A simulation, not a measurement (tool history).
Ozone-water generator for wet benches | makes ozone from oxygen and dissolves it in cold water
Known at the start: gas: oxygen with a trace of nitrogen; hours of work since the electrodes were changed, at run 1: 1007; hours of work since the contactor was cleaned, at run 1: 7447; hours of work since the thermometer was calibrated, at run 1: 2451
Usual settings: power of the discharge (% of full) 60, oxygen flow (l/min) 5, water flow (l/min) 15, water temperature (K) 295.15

run	hour	power of the discharge (% of full)	oxygen flow (l/min)	water flow (l/min)	water temperature (K)	hours of work since the electrodes were changed	hours of work since the contactor was cleaned	hours of work since the thermometer was calibrated	dissolved ozone (ppm)	ozone in the gas ahead of the water (g/m3)
1	0	60	5	15	295.15	1007	7447	2451	14.2	140.5
2	37.4	60	5	15	299.15	1032	7472	2476	12.9	137
3	89.8	60	5	15	295.15	1066	7507	2511	14.3	138.8
4	124.8	60	5	15	297.15	1090	7530	2534	13.6	137.5
5	162.4	60	5	15	297.15	1114	7555	2559	13.7	137.7
6	200.9	60	5	15	297.15	1140	7580	2584	13.9	138.5
7	233.8	60	5.87	15	295.15	1161	7602	2606	14	126.6
# hour 240: water thermometer calibrated
8	287.4	60	5	12	295.15	1197	7637	31	16.8	138.6
9	333.3	60	5	12	295.15	1227	7667	62	16.6	139.5
10	371.1	60	5	12	295.15	1252	7692	86	16.6	136.1

Forecast each of these 5 alternatives for the next run:
A	420.8	94	8.83	15	294.15	1285	7725	119	?	?
B	420.8	42	5.47	15	295.15	1285	7725	119	?	?
C	420.8	60	5	12	298.15	1285	7725	119	?	?
D	420.8	60	5	22	295.15	1285	7725	119	?	?
E	420.8	60	5	15	290.15	1285	7725	119	?	?

run	dissolved ozone (ppm)	ozone in the gas ahead of the water (g/m3)
A	18.7	142.8
B	10.9	101.2
C	15.8	138.4
D	10.2	137.8
E	15.5	135.2
Without the tool's hidden state the same runs would have given:
run	dissolved ozone (ppm)	ozone in the gas ahead of the water (g/m3)
A	20.1	145.5
B	11.6	102.2
C	16.8	140.3
D	11	139.8
E	16.6	137.1
